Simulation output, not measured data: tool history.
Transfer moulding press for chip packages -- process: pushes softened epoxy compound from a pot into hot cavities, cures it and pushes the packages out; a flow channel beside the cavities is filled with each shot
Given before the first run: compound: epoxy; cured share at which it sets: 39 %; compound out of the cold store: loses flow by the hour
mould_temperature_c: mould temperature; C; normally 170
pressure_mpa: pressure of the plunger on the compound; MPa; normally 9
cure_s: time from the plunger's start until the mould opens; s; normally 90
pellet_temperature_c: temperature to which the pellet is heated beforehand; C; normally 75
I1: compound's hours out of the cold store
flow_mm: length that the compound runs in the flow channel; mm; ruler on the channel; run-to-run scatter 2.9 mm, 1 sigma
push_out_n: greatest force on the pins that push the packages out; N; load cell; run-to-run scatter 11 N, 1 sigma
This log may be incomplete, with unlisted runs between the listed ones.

run 1 hour=0 | mould_temperature_c=170 pressure_mpa=9 cure_s=90 pellet_temperature_c=75 | I1=14.8 | flow_mm=909 push_out_n=476
run 2 hour=21.4 | mould_temperature_c=170 pressure_mpa=9 cure_s=90 pellet_temperature_c=75 | I1=45.7 | flow_mm=809 push_out_n=472
run 3 hour=58.8 | mould_temperature_c=170 pressure_mpa=9 cure_s=90 pellet_temperature_c=75 | I1=15.5 | flow_mm=902 push_out_n=497
run 4 hour=85.1 | mould_temperature_c=170 pressure_mpa=9 cure_s=90 pellet_temperature_c=71 | I1=37 | flow_mm=835 push_out_n=494
run 5 hour=130.7 | mould_temperature_c=170 pressure_mpa=9 cure_s=71 pellet_temperature_c=71 | I1=27.4 | flow_mm=870 push_out_n=837
run 6 hour=153 | mould_temperature_c=170 pressure_mpa=9 cure_s=71 pellet_temperature_c=71 | I1=32.3 | flow_mm=851 push_out_n=837
run 7 hour=187.2 | mould_temperature_c=170 pressure_mpa=9 cure_s=118 pellet_temperature_c=71 | I1=33.7 | flow_mm=844 push_out_n=371
run 8 hour=210.1 | mould_temperature_c=170 pressure_mpa=9 cure_s=118 pellet_temperature_c=81 | I1=27.9 | flow_mm=871 push_out_n=361
run 9 hour=235.1 | mould_temperature_c=170 pressure_mpa=9 cure_s=118 pellet_temperature_c=81 | I1=22.7 | flow_mm=877 push_out_n=369
run 10 hour=260.3 | mould_temperature_c=170 pressure_mpa=9.77 cure_s=125 pellet_temperature_c=75 | I1=21.2 | flow_mm=927 push_out_n=385
run 11 hour=288.2 | mould_temperature_c=175 pressure_mpa=7.36 cure_s=125 pellet_temperature_c=75 | I1=15.2 | flow_mm=806 push_out_n=368
run 12 hour=307.4 | mould_temperature_c=170 pressure_mpa=9.22 cure_s=90 pellet_temperature_c=75 | I1=45.3 | flow_mm=825 push_out_n=497
run 13 hour=335.7 | mould_temperature_c=162 pressure_mpa=9.66 cure_s=86 pellet_temperature_c=75 | I1=16.7 | flow_mm=971 push_out_n=1011
run 14 hour=371.9 | mould_temperature_c=166 pressure_mpa=9 cure_s=90 pellet_temperature_c=70 | I1=23.4 | flow_mm=896 push_out_n=662
run 15 hour=404.2 | mould_temperature_c=166 pressure_mpa=9 cure_s=90 pellet_temperature_c=70 | I1=31.2 | flow_mm=870 push_out_n=647
run 16 hour=436.9 | mould_temperature_c=166 pressure_mpa=9 cure_s=90 pellet_temperature_c=70 | I1=18.6 | flow_mm=912 push_out_n=668

The log once held 7 entries between its listed runs, left out of this copy. Where does each go, and what is different about the tool's unlogged condition between the listed run before it and the listed run after it?
Runs 1 to 2: cavities cleaned with cleaning compound and waxed (hour 14.1)
  grip of the stained cavities, % over clean ones': 0.6 -> 0.1
Runs 4 to 5: plunger's sealing rings changed (hour 96.8); cavities cleaned with cleaning compound and waxed (hour 98.3)
  pressure that reaches the compound, % of what is set: 99.9 -> 99.99; grip of the stained cavities, % over clean ones': 0.6 -> 0.4
Runs 6 to 7: cavities cleaned with cleaning compound and waxed (hour 178.1)
  grip of the stained cavities, % over clean ones': 0.5 -> 0.2
Runs 9 to 10: cavities cleaned with cleaning compound and waxed (hour 259)
  grip of the stained cavities, % over clean ones': 0.6 -> 0
Runs 13 to 14: cavities cleaned with cleaning compound and waxed (hour 339.2)
  pressure that reaches the compound, % of what is set: 99.93 -> 99.92; grip of the stained cavities, % over clean ones': 0.7 -> 0.4
Runs 15 to 16: cavities cleaned with cleaning compound and waxed (hour 418.8)
  grip of the stained cavities, % over clean ones': 0.6 -> 0.2
